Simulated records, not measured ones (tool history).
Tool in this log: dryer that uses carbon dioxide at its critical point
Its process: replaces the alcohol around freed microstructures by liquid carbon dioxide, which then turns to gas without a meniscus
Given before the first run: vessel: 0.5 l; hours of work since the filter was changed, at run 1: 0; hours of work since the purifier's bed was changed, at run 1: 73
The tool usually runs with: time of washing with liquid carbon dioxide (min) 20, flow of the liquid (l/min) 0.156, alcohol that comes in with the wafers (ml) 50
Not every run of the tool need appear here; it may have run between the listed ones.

run    hour  time of washing with liquid carbon dioxide (min)  flow of the liquid (l/min)  alcohol that comes in with the wafers (ml)  hours of work since the filter was changed  hours of work since the purifier's bed was changed  alcohol left in the vessel before it's heated (ppm by volume)
  1       0                                                20                       0.156                                          50                                           0                                                  73                                                            218
  2    34.7                                                20                       0.156                                          50                                          16                                                  89                                                            244
  3    64.6                                                20                       0.156                                          50                                          31                                                 103                                                            245
  4   107.5                                                20                       0.156                                          50                                          51                                                 124                                                            250
  5   172.8                                                20                        0.21                                          50                                          82                                                 155                                                             59
  6   205.3                                                20                       0.156                                          50                                          97                                                 170                                                            264
  7   247.8                                                20                       0.156                                          50                                         118                                                 190                                                            282
  8   294.8                                                20                       0.156                                          50                                         140                                                 213                                                            281
  9   321.2                                                20                       0.156                                          50                                         152                                                 225                                                            283
 10   363.1                                                20                       0.156                                         112                                         172                                                 245                                                            610
 11   399.5                                                20                       0.156                                         112                                         190                                                 262                                                            600
 12   428.2                                                20                       0.156                                         112                                         203                                                 276                                                            639
 13     473                                                20                       0.156                                         112                                         224                                                 297                                                            634
 14   503.9                                                20                       0.156                                         112                                         239                                                 312                                                            658
 15   558.3                                                12                       0.156                                          50                                         265                                                 338                                                           2837
 16   597.8                                                12                       0.156                                          50                                         284                                                 357                                                           3000
 17   663.7                                                12                       0.156                                          50                                         315                                                 388                                                           3067
 18   690.3                                                12                       0.156                                          50                                         328                                                 400                                                           3103
 19     748                                                12                       0.156                                          50                                         355                                                 428                                                           3143
 20   795.3                                                20                       0.124                                          50                                         377                                                 450                                                           1187
 21   838.1                                                20                       0.156                                         106                                         398                                                 471                                                            782
        854  -- inlet filter changed
 22   869.3                                                20                       0.156                                         106                                           7                                                 485                                                            519
 23   897.4                                                20                       0.156                                         106                                          21                                                 498                                                            559
 24     940                                                20                       0.156                                          50                                          41                                                 518                                                            317
 25   996.1                                                20                       0.156                                          50                                          67                                                 545                                                            328
 26  1043.3                                                14                       0.098                                          99                                          90                                                 568                                                          15006
 27    1081                                                20                       0.094                                          27                                         108                                                 585                                                           1693
 28    1145                                                21                       0.099                                          56                                         138                                                 616                                                           2445
 29  1210.2                                                16                       0.114                                          32                                         169                                                 647                                                           2160
 30    1243                                                19                       0.114                                          32                                         185                                                 662                                                           1232
 31  1271.3                                                20                       0.096                                          83                                         198                                                 676                                                           5067
 32  1326.2                                                20                       0.096                                          83                                         224                                                 702                                                           5026
 33  1371.7                                                20                       0.096                                          83                                         246                                                 723                                                           5128
 34  1422.3                                                14                       0.106                                          87                                         270                                                 747                                                          11586
 35    1473                                                17                       0.164                                          50                                         294                                                 771                                                            687
 36  1519.3                                                14                       0.164                                          50                                         316                                                 793                                                           1487
 37  1563.9                                                14                       0.166                                          51                                         337                                                 815                                                           1468
 38  1607.2                                                14                       0.158                                          49                                         357                                                 835                                                           1746
 39  1668.1                                                21                       0.105                                          49                                         386                                                 864                                                           2039
     1706.8  -- inlet filter changed
 40  1707.1                                                21                       0.105                                          49                                           0                                                 882                                                           1586
 41  1734.7                                                21                       0.105                                          49                                          13                                                 895                                                           1632
 42  1761.4                                                15                        0.19                                          49                                          26                                                 908                                                            499
 43    1792                                                20                       0.156                                          23                                          40                                                 922                                                            280
 44  1835.2                                                20                       0.156                                         105                                          61                                                 943                                                            654
 45    1862                                                21                       0.185                                          32                                          74                                                 956                                                            224
 46  1914.3                                                21                       0.185                                          32                                          98                                                 980                                                            230
 47  1950.4                                                12                        0.19                                         118                                         116                                                 998                                                           2705

Branching from run 47: 4 alternative next runs. What would each branch give?
  A  1997.5                                                24                       0.244                                          96                                         138                                                1020                                                              ?
  B  1997.5                                                16                       0.203                                          52                                         138                                                1020                                                              ?
  C  1997.5                                                14                       0.247                                         118                                         138                                                1020                                                              ?
  D  1997.5                                                15                       0.233                                         106                                         138                                                1020                                                              ?

run  alcohol left in the vessel before it's heated (ppm by volume)
  A                                                            214
  B                                                            360
  C                                                            408
  D                                                            392
With the hidden condition removed and each run's random variation left untouched, the same runs would have given:
run  alcohol left in the vessel before it's heated (ppm by volume)
  A                                                             15
  B                                                            142
  C                                                            183
  D                                                            166
